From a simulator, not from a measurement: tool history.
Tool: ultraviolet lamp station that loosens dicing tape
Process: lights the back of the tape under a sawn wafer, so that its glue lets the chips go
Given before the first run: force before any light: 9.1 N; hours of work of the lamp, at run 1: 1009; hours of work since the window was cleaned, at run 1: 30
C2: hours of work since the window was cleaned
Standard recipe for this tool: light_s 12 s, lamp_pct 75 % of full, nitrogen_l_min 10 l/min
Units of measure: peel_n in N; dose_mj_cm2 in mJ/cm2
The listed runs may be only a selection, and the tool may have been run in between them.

run 1 hour=0 | light_s=12 lamp_pct=75 nitrogen_l_min=10 | hours_of_work_of_the_lamp=1009 C2=30 | peel_n=1.035 dose_mj_cm2=173
run 2 hour=34.4 | light_s=12 lamp_pct=75 nitrogen_l_min=10 | hours_of_work_of_the_lamp=1036 C2=56 | peel_n=1.032 dose_mj_cm2=173
run 3 hour=63.4 | light_s=12 lamp_pct=75 nitrogen_l_min=10 | hours_of_work_of_the_lamp=1058 C2=79 | peel_n=1.025 dose_mj_cm2=166
run 4 hour=103.8 | light_s=12 lamp_pct=75 nitrogen_l_min=10 | hours_of_work_of_the_lamp=1089 C2=110 | peel_n=1.107 dose_mj_cm2=167
run 5 hour=138.9 | light_s=12 lamp_pct=66 nitrogen_l_min=10 | hours_of_work_of_the_lamp=1116 C2=137 | peel_n=1.445 dose_mj_cm2=145
run 6 hour=160.9 | light_s=12 lamp_pct=66 nitrogen_l_min=10 | hours_of_work_of_the_lamp=1133 C2=154 | peel_n=1.446 dose_mj_cm2=145
run 7 hour=186.5 | light_s=12 lamp_pct=75 nitrogen_l_min=10 | hours_of_work_of_the_lamp=1153 C2=174 | peel_n=1.196 dose_mj_cm2=163
run 8 hour=219.4 | light_s=12 lamp_pct=70 nitrogen_l_min=10 | hours_of_work_of_the_lamp=1179 C2=199 | peel_n=1.412 dose_mj_cm2=152
run 9 hour=261.5 | light_s=12 lamp_pct=70 nitrogen_l_min=10 | hours_of_work_of_the_lamp=1211 C2=232 | peel_n=1.456 dose_mj_cm2=149
run 10 hour=292.9 | light_s=12 lamp_pct=70 nitrogen_l_min=10 | hours_of_work_of_the_lamp=1235 C2=256 | peel_n=1.465 dose_mj_cm2=148
run 11 hour=327.9 | light_s=12 lamp_pct=70 nitrogen_l_min=10 | hours_of_work_of_the_lamp=1262 C2=283 | peel_n=1.416 dose_mj_cm2=144
run 12 hour=366.3 | light_s=18 lamp_pct=70 nitrogen_l_min=3 | hours_of_work_of_the_lamp=1292 C2=313 | peel_n=1.779 dose_mj_cm2=213
run 13 hour=408.6 | light_s=10 lamp_pct=75 nitrogen_l_min=8 | hours_of_work_of_the_lamp=1325 C2=346 | peel_n=2.082 dose_mj_cm2=125
run 14 hour=450.5 | light_s=10 lamp_pct=75 nitrogen_l_min=8 | hours_of_work_of_the_lamp=1357 C2=378 | peel_n=2.257 dose_mj_cm2=120
run 15 hour=477.3 | light_s=16 lamp_pct=75 nitrogen_l_min=8 | hours_of_work_of_the_lamp=1378 C2=399 | peel_n=1.009 dose_mj_cm2=196
run 16 hour=513.5 | light_s=8 lamp_pct=85 nitrogen_l_min=8 | hours_of_work_of_the_lamp=1406 C2=427 | peel_n=2.56 dose_mj_cm2=109
run 17 hour=533.9 | light_s=8 lamp_pct=85 nitrogen_l_min=8 | hours_of_work_of_the_lamp=1422 C2=442 | peel_n=2.546 dose_mj_cm2=111
run 18 hour=580.3 | light_s=8 lamp_pct=85 nitrogen_l_min=8 | hours_of_work_of_the_lamp=1457 C2=478 | peel_n=2.668 dose_mj_cm2=104
run 19 hour=617.8 | light_s=18 lamp_pct=94 nitrogen_l_min=10 | hours_of_work_of_the_lamp=1486 C2=507 | peel_n=0.436 dose_mj_cm2=263
-- hour=662.9 window cleaned of glue's vapour
run 20 hour=664.6 | light_s=18 lamp_pct=94 nitrogen_l_min=10 | hours_of_work_of_the_lamp=1522 C2=1 | peel_n=0.297 dose_mj_cm2=305
run 21 hour=706.7 | light_s=18 lamp_pct=94 nitrogen_l_min=10 | hours_of_work_of_the_lamp=1555 C2=34 | peel_n=0.308 dose_mj_cm2=298
run 22 hour=743.2 | light_s=19 lamp_pct=79 nitrogen_l_min=10 | hours_of_work_of_the_lamp=1583 C2=62 | peel_n=0.422 dose_mj_cm2=265

Take each entry between the runs: how does the hidden state at the last listed run before it differ from the hidden state at the first listed run after it?
In the gap between runs 19 and 20: window cleaned of glue's vapour (hour 662.9)
  lamp's light, % of a new lamp's: 77.9 -> 77.4; light that the window lets through, % of a clean one's: 84.2 -> 99
  measured minus no-state result, peel_n: +0.245 -> +0.116 N; dose_mj_cm2: -137 -> -93 mJ/cm2
